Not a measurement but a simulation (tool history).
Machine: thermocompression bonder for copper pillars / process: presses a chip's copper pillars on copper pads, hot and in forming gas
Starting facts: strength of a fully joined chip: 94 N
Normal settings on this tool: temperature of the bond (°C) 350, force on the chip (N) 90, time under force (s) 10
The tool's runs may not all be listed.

run     day  temperature of the bond (°C)  force on the chip (N)  time under force (s)  force that shears a chip off (N)
  1   0.000                           350                     90                    10                              66.8
      2.108  -- forming gas filter changed
  2   2.108                           350                     90                    10                              67.8
  3   4.842                           350                     90                    10                              67.9
  4   6.862                           350                     90                    10                              67.1
  5   8.117                           350                     90                    10                              68.2
  6  10.042                           350                     90                    10                              67.2
  7  12.350                           350                     90                    10                              68.4
  8  15.246                           350                     90                    10                              67.7
  9  18.217                           350                     90                    10                              67.5
 10  21.012                           350                     90                    10                              69.9
 11  22.642                           350                     90                    21                              79.1
 12  24.421                           350                     90                    21                              78.6
 13  26.821                           331                     90                    10                              60.0
 14  28.712                           331                     90                    10                              61.6
 15  31.392                           331                     90                    10                              61.8
 16  32.796                           331                     90                    10                              60.7
 17  34.729                           350                    116                    10                              74.5
 18  36.212                           350                    116                    10                              74.8
     37.429  -- forming gas filter changed
 19  37.838                           350                    116                    10                              74.5
 20  39.267                           350                     90                    10                              67.5
 21  40.512                           350                     90                     5                              55.6
 22  42.708                           350                    122                     7                              69.7
 23  44.929                           350                    122                     7                              70.7
     46.671  -- heater calibrated with a thermocouple chip
 24  46.883                           350                     90                     8                              63.3
 25  49.517                           350                     90                     8                              63.4
 26  51.171                           340                    117                    10                              72.2
 27  52.612                           363                     82                     7                              62.0
 28  54.512                           336                     82                     7                              54.2
 29  55.725                           321                    117                    10                              65.4
 30  58.658                           321                    117                     6                              55.1
 31  60.412                           321                    117                     6                              55.2
 32  62.154                           321                    117                     6                              55.6
 33  63.758                           321                    117                    21                              77.0
 34  64.988                           339                     90                     8                              59.3
 35  67.654                           350                    123                    10                              77.3
 36  69.775                           324                    123                    10                              67.1
 37  71.671                           324                     74                    25                              68.6
     72.621  -- forming gas filter changed
 38  73.146                           350                    117                    10                              74.1
 39  74.712                           350                    117                    10                              74.6
 40  76.275                           345                    128                    10                              75.5

Consider 4 possible next runs. They are alternatives, not a sequence: every one starts from the tool as it was left by run 40. What does each give?
  A  78.204                           362                    132                    25                                 ?
  B  78.204                           345                    128                    15                                 ?
  C  78.204                           366                     90                    10                                 ?
  D  78.204                           348                     74                    23                                 ?

run  force that shears a chip off (N)
  A                              90.6
  B                              81.6
  C                              71.9
  D                              74.9
With no hidden state in the tool, these same runs would have given:
run  force that shears a chip off (N)
  A                              90.7
  B                              81.7
  C                              72.0
  D                              75.0
